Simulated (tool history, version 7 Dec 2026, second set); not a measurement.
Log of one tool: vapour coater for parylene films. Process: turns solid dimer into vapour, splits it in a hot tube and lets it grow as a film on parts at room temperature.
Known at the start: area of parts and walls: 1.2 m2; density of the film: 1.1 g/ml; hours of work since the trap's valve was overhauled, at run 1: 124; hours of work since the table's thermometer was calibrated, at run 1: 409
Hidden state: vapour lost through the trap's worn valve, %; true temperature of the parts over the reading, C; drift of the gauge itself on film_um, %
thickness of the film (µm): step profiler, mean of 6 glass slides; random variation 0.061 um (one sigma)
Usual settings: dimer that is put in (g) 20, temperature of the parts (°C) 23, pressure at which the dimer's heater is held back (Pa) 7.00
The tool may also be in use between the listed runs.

| run | hour | dimer that is put in (g) | temperature of the parts (°C) | pressure at which the dimer's heater is held back (Pa) | hours of work since the trap's valve was overhauled | hours of work since the table's thermometer was calibrated | thickness of the film (µm) |
|---|---|---|---|---|---|---|---|
| 1 | 0.0 | 20 | 23 | 7.00 | 124 | 409 | 6.88 |
| 2 | 33.1 | 9 | 23 | 7.00 | 138 | 423 | 3.10 |
| 3 | 87.5 | 20 | 24 | 7.00 | 162 | 446 | 6.58 |
| 4 | 137.0 | 20 | 24 | 7.00 | 183 | 468 | 6.40 |
| 5 | 191.6 | 20 | 24 | 7.00 | 207 | 491 | 6.35 |
| 6 | 236.7 | 20 | 17 | 7.00 | 226 | 511 | 8.97 |
| 7 | 273.6 | 20 | 17 | 7.00 | 242 | 527 | 8.93 |
| 8 | 297.2 | 31 | 23 | 7.00 | 252 | 537 | 10.38 |
| 9 | 323.4 | 31 | 23 | 7.00 | 264 | 548 | 10.12 |
| 10 | 379.9 | 20 | 23 | 7.00 | 288 | 573 | 6.51 |
| 11 | 430.4 | 20 | 23 | 7.00 | 310 | 594 | 6.49 |
| 12 | 458.5 | 20 | 23 | 7.00 | 322 | 606 | 6.42 |
| 13 | 493.2 | 20 | 23 | 7.00 | 337 | 621 | 6.34 |
| 14 | 528.9 | 20 | 23 | 7.00 | 352 | 637 | 6.38 |
| 15 | 582.4 | 20 | 23 | 7.00 | 375 | 660 | 6.26 |
|  | 610.9 | trap's valve overhauled |
| 16 | 619.1 | 20 | 23 | 7.00 | 4 | 674 | 7.36 |
| 17 | 642.9 | 20 | 23 | 7.00 | 14 | 684 | 7.22 |
| 18 | 686.8 | 20 | 23 | 7.00 | 33 | 703 | 7.23 |
| 19 | 741.5 | 20 | 20 | 7.00 | 56 | 727 | 8.26 |
| 20 | 766.8 | 20 | 23 | 9.86 | 67 | 738 | 6.67 |
| 21 | 819.6 | 20 | 23 | 9.86 | 90 | 760 | 6.55 |
| 22 | 868.7 | 20 | 23 | 9.86 | 111 | 782 | 6.55 |
| 23 | 917.8 | 8 | 23 | 9.86 | 132 | 803 | 2.57 |
| 24 | 951.1 | 9 | 27 | 9.86 | 147 | 817 | 2.32 |
| 25 | 979.5 | 15 | 22 | 4.35 | 159 | 829 | 6.07 |
| 26 | 1012.9 | 12 | 16 | 2.29 | 173 | 844 | 7.74 |
| 27 | 1049.2 | 20 | 17 | 4.53 | 189 | 859 | 10.11 |
| 28 | 1097.2 | 20 | 17 | 4.53 | 210 | 880 | 9.92 |
| 29 | 1134.0 | 20 | 29 | 7.00 | 226 | 896 | 5.13 |
| 30 | 1179.5 | 20 | 29 | 2.93 | 245 | 916 | 6.12 |
| 31 | 1231.5 | 9 | 19 | 8.64 | 268 | 938 | 3.47 |
| 32 | 1278.1 | 28 | 23 | 7.00 | 288 | 958 | 9.32 |
| 33 | 1308.2 | 28 | 23 | 7.00 | 301 | 971 | 9.24 |
| 34 | 1331.9 | 31 | 27 | 6.72 | 311 | 981 | 8.43 |
| 35 | 1386.0 | 31 | 27 | 6.72 | 334 | 1005 | 8.27 |
| 36 | 1426.8 | 20 | 23 | 8.78 | 352 | 1022 | 6.10 |
| 37 | 1463.0 | 22 | 15 | 3.25 | 367 | 1038 | 12.63 |
|  | 1507.9 | trap's valve overhauled |
| 38 | 1520.2 | 22 | 15 | 3.25 | 5 | 1061 | 14.65 |
| 39 | 1576.4 | 22 | 32 | 6.48 | 30 | 1085 | 5.25 |
| 40 | 1622.0 | 22 | 32 | 6.48 | 49 | 1105 | 5.25 |
| 41 | 1653.9 | 14 | 23 | 7.00 | 63 | 1119 | 5.13 |
| 42 | 1698.5 | 17 | 23 | 4.31 | 82 | 1138 | 6.81 |
| 43 | 1736.3 | 17 | 23 | 4.31 | 98 | 1154 | 6.79 |
| 44 | 1766.6 | 17 | 23 | 4.31 | 112 | 1167 | 6.74 |
| 45 | 1790.9 | 20 | 23 | 3.71 | 122 | 1178 | 8.11 |
| 46 | 1830.6 | 9 | 23 | 6.80 | 139 | 1195 | 3.22 |

Forecast each of these 5 alternatives for the next run:
| A | 1856.2 | 20 | 31 | 7.00 | 150 | 1206 | ? |
| B | 1856.2 | 20 | 22 | 7.00 | 150 | 1206 | ? |
| C | 1856.2 | 10 | 25 | 2.83 | 150 | 1206 | ? |
| D | 1856.2 | 11 | 23 | 3.61 | 150 | 1206 | ? |
| E | 1856.2 | 9 | 23 | 8.20 | 150 | 1206 | ? |

| run | thickness of the film (µm) |
|---|---|
| A | 4.73 |
| B | 7.32 |
| C | 4.04 |
| D | 4.58 |
| E | 3.05 |
Without the tool's hidden state the same runs would have given:
| run | thickness of the film (µm) |
|---|---|
| A | 4.86 |
| B | 7.52 |
| C | 4.15 |
| D | 4.71 |
| E | 3.13 |
